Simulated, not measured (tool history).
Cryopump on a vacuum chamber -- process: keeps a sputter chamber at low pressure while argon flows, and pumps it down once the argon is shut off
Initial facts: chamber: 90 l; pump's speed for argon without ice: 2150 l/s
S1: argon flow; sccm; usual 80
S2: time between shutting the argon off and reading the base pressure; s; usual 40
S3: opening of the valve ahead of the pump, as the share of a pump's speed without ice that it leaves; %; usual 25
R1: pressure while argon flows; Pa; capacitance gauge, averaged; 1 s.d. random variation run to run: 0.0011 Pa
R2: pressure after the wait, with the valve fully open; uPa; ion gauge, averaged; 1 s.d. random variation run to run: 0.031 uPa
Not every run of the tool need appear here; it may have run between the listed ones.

run   hour   S1   S2  S3      R1    R2
  1    0.0   80   40  25  0.2622  2.57
  2   16.1   65   40  25  0.2121  2.67
  3   48.9   65   40  25  0.2145  2.65
  4   65.9   80  191  25  0.2646  1.49
  5   93.7   80   35  25  0.2652  2.87
  6  122.3   80   35  25  0.2689  2.99
  7  137.2   80   40  25  0.2662  2.81
  8  164.3   80   40  16  0.4062  2.77
  9  178.7   80   40  16  0.4087  2.87
 10  210.4   80   65  25  0.2683  2.25
 11  241.4   80   65  25  0.2679  2.31
 12  254.7   80   65  25  0.2673  2.36
 13  278.4   80   65  25  0.2680  2.40
 14  291.7   80   65  25  0.2720  2.44
 15  314.4  112   65  25  0.3792  2.51
 16  332.2   80   40  25  0.2686  3.11
 17  350.9   80  175  25  0.2710  1.90
 18  378.4   80  175  34  0.2038  1.96
 19  405.1   80  119  25  0.2715  2.09
     423.7  -- pump warmed up, emptied and cooled again
 20  438.6  103   35  48  0.1690  3.00
 21  457.3   34   43  25  0.1067  2.72
 22  486.4   80  277  25  0.2559  1.56
 23  501.4   80  277  25  0.2543  1.54
 24  524.7   80  277  25  0.2539  1.60
 25  548.2   66   40  25  0.2107  2.85
 26  570.6   47  180  25  0.1503  1.80
 27  593.6   57  116  25  0.1819  1.96
 28  608.1   39  292  27  0.1155  1.70
 29  622.6   39  251  27  0.1159  1.73

Run 30 has not been measured yet. What should we expect?
 30  645.4  39  251  27   ?   ?

R1: 0.1161 Pa
R2: 1.81 uPa
With the hidden condition absent and the run-to-run variation left alone, this run would have shown R1 0.1138 Pa, R2 0.38 uPa.

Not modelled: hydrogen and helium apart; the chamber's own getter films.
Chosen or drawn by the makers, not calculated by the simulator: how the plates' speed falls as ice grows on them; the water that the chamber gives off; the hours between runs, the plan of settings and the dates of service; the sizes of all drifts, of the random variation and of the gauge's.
